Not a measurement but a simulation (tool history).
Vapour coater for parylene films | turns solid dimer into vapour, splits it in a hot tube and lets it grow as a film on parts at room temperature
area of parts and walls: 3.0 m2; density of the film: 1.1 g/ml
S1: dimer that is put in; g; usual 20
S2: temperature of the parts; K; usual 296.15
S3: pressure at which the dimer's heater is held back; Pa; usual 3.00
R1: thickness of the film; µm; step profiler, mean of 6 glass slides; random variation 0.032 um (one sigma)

run   hour  S1      S2     S3    R1
  1    0.0  20  296.15   3.00  4.30
  2   18.7  20  296.15   3.00  4.33
  3   31.5  20  296.15   6.65  3.87
  4   49.0  20  296.15   6.65  3.90
  5   71.3  20  296.15   6.65  3.86
  6   81.5  20  296.15   6.65  3.81
  7  104.0  20  296.15   6.65  3.80
  8  124.0  20  296.15   3.00  4.32
  9  139.7  20  296.15   3.00  4.24
 10  160.0  20  296.15   4.95  3.94
 11  182.9  20  296.15   4.95  3.96
 12  196.4  20  296.15   4.95  3.98
 13  215.6  20  296.15   3.00  4.24
 14  229.8  30  300.15   9.39  4.90
 15  247.0  13  301.15  10.22  2.04
 16  269.4  13  301.15  10.22  2.04
 17  287.4   8  299.15   3.74  1.52
 18  308.3  21  299.15  10.44  3.46
 19  329.8   9  299.15   3.63  1.72
 20  341.1   9  289.15   3.52  2.20
 21  353.8   9  289.15   3.52  2.21
 22  372.9   9  293.15   3.88  1.98
 23  383.4  11  296.15   2.84  2.34
 24  407.8  24  303.15   3.00  4.25
 25  424.4  12  290.15   3.58  2.84

Forecast each of these 4 alternatives for the next run:
  A  439.3  12  301.15   3.05   ?
  B  439.3  34  288.15  10.65   ?
  C  439.3  12  290.15   4.78   ?
  D  439.3   8  301.15   6.77   ?

run    R1
  A  2.19
  B  7.22
  C  2.69
  D  1.34
Without the tool's hidden state the same runs would have given:
run    R1
  A  2.28
  B  7.54
  C  2.81
  D  1.40
